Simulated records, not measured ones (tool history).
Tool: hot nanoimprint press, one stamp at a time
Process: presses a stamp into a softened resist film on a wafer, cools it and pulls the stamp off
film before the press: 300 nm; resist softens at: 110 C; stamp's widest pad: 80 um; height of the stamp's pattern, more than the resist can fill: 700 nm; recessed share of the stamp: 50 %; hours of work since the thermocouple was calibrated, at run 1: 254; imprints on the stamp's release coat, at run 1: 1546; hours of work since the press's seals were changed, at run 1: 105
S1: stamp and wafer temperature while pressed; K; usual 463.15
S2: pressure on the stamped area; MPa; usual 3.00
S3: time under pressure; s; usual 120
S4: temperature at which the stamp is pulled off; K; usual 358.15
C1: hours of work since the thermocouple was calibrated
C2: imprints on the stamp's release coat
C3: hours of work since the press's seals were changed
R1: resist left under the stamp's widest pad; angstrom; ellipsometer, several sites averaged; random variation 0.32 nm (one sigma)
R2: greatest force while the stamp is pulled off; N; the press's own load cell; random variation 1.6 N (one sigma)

| run | hour | S1 | S2 | S3 | S4 | C1 | C2 | C3 | R1 | R2 |
|---|---|---|---|---|---|---|---|---|---|---|
| 1 | 0.0 | 463.15 | 3.00 | 120 | 358.15 | 254 | 1546 | 105 | 1277 | 151 |
| 2 | 18.2 | 463.15 | 3.00 | 114 | 358.15 | 262 | 1606 | 114 | 1300 | 149 |
| 3 | 32.2 | 463.15 | 3.00 | 114 | 358.15 | 269 | 1652 | 120 | 1296 | 149 |
| 4 | 42.1 | 463.15 | 3.00 | 114 | 358.15 | 273 | 1685 | 125 | 1301 | 150 |
| 5 | 63.0 | 463.15 | 3.00 | 120 | 358.15 | 283 | 1754 | 134 | 1275 | 152 |
| 6 | 81.3 | 463.15 | 3.00 | 120 | 358.15 | 291 | 1814 | 143 | 1275 | 155 |
| 7 | 103.5 | 463.15 | 3.00 | 120 | 358.15 | 302 | 1888 | 153 | 1276 | 152 |
| 8 | 125.5 | 463.15 | 3.00 | 120 | 358.15 | 312 | 1960 | 163 | 1288 | 157 |
| 9 | 141.4 | 463.15 | 3.00 | 120 | 358.15 | 319 | 2013 | 170 | 1279 | 157 |
| 10 | 159.4 | 463.15 | 1.92 | 123 | 358.15 | 327 | 2073 | 178 | 1566 | 156 |
| 11 | 174.0 | 463.15 | 3.00 | 195 | 354.15 | 334 | 2121 | 185 | 1074 | 167 |
|  | 185.4 | stamp cleaned and given a new release coat |
| 12 | 191.3 | 463.15 | 3.45 | 195 | 354.15 | 339 | 19 | 190 | 997 | 136 |
| 13 | 201.6 | 463.15 | 3.45 | 195 | 354.15 | 344 | 53 | 195 | 993 | 143 |
| 14 | 216.1 | 463.15 | 3.00 | 223 | 354.15 | 350 | 101 | 202 | 1023 | 142 |
| 15 | 225.5 | 471.15 | 3.84 | 223 | 363.15 | 355 | 133 | 206 | 671 | 121 |
| 16 | 243.3 | 463.15 | 2.89 | 120 | 362.15 | 363 | 191 | 214 | 1315 | 125 |

How the hidden state differs across the entries between the runs, from the last listed run before each to the first after it:
Between runs 11 and 12: stamp cleaned and given a new release coat (hour 185.4)
  true temperature over the reading, C: -0.55 -> -0.56; pressure that arrives at the usual setting, %: 98.64 -> 98.62; grip of the stamp's worn release coat, % over a new coat's: 20.8 -> 0.2
  measured less the result without the state, R1: +28 -> +28 angstrom; R2: +30 -> +1 N
